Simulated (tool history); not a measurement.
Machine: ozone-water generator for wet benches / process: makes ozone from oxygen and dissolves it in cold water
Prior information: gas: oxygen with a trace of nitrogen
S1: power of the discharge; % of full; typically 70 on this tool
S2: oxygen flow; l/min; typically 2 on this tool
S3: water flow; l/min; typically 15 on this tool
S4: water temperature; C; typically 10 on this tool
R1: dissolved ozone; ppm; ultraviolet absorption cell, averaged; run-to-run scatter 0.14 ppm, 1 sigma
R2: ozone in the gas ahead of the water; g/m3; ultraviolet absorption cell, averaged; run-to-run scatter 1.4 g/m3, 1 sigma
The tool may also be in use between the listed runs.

run    hour  S1    S2  S3  S4    R1     R2
  1       0  70     2  15  10  15.8  254.6
  2    52.6  70     2  15  10  15.9  252.7
  3    95.1  70     2  15  10  15.9  256.8
  4   147.7  70     2  15  10  16.1  257.5
  5   177.7  70     2  15  10  16.2  252.2
  6   225.2  70     2  15  10    16  253.4
  7   271.1  70     2  15  10  15.8  252.2
  8   312.1  70     2  15  11  15.6  251.3
  9   356.6  70     2  15  11  15.7  253.2
 10   388.6  70     2  15  11  15.7  251.4
 11   438.1  70   2.2  15  10  16.7  242.6
 12   492.1  70   2.2  15  10  16.5  242.1
 13   514.7  70     2  17  10  14.1  251.2
 14   541.7  70     2  15  10    16  252.5
 15     576  70  3.33  15  10  19.1  209.9
 16   615.7  70  3.33  15  10  19.3    210
 17   670.2  79  2.09  10   7    29    266
 18   718.6  79     1  10   7  21.4  348.1
 19     753  70  2.17  15  12  16.2  242.7
 20     780  52     2  15  12  12.6  203.4
 21   805.9  87  1.77  12   6  23.8  299.8
 22   843.2  45  2.96  16   8    13  159.6
 23   874.7  45  2.96  12   7  18.2  158.2
 24   919.9  97  1.81  11   7  28.2  330.2
 25   947.4  97  1.81  11   7  28.3  329.5
 26   992.3  97  1.81  11   7  27.9  330.7
 27  1043.2  97  1.81  20  15  12.8  331.8
 28  1091.1  57  1.54  20  15   8.5    242
 29  1123.3  57  1.54  20  15   8.6  241.3
 30  1150.3  57  1.54  20  15   8.3  241.5
 31  1195.5  47     2  23   8   7.1  191.7
 32  1242.5  47  2.68  18   8    11  172.5

The log once held 1 entry between its listed runs, left out of this copy. Where does each go, and what is different about the tool's unlogged condition between the listed run before it and the listed run after it?
In the gap between runs 23 and 24: gauge calibrated (hour 890.6)
  drift of the gauge itself on gas_g_m3, %: -2.86 -> -0.1
  the result without the hidden state subtracted from the measured one, R2: -4.7 -> -0.6 g/m3
